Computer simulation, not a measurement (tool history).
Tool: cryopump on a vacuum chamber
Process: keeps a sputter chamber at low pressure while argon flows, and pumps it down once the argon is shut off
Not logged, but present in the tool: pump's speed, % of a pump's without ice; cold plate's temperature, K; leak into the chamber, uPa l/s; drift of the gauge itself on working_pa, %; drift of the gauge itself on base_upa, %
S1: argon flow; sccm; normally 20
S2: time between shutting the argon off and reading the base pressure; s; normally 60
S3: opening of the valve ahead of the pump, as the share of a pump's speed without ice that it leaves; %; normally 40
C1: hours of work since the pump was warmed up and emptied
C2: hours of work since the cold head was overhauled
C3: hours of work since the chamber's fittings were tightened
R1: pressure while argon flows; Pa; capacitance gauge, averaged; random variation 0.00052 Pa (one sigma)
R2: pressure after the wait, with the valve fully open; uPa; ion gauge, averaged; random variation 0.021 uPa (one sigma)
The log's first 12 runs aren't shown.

run	hour	S1	S2	S3	C1	C2	C3	R1	R2
13	269.5	37	60	40	535	535	1753	0.0704	1.83
14	290.7	37	66	40	547	547	1764	0.0692	1.83
15	307.4	37	66	40	556	556	1774	0.0702	1.83
16	321.1	37	66	40	564	564	1781	0.0705	1.79
# hour 325.2: leaking fittings of the chamber tightened, without venting
17	345.3	35	60	40	576	576	11	0.0673	0.54
18	363.8	35	60	40	586	586	21	0.0656	0.52
19	384.3	21	79	40	598	598	33	0.0412	0.49
20	411.1	22	79	22	613	613	48	0.0728	0.49
21	427.9	22	79	22	622	622	57	0.0747	0.47
22	453	26	27	22	636	636	71	0.0873	0.98
23	471.8	26	27	22	646	646	82	0.0866	0.98
24	490.2	26	27	22	657	657	92	0.0876	1.01

The next listed run, before its measurement:
25	512.2	20	60	34	669	669	104	?	?

{"run 25": {"R1": 0.045, "R2": 0.64}}
With the hidden condition absent and the run-to-run variation left alone, this run would have shown R1 0.0406 Pa, R2 0.48 uPa.
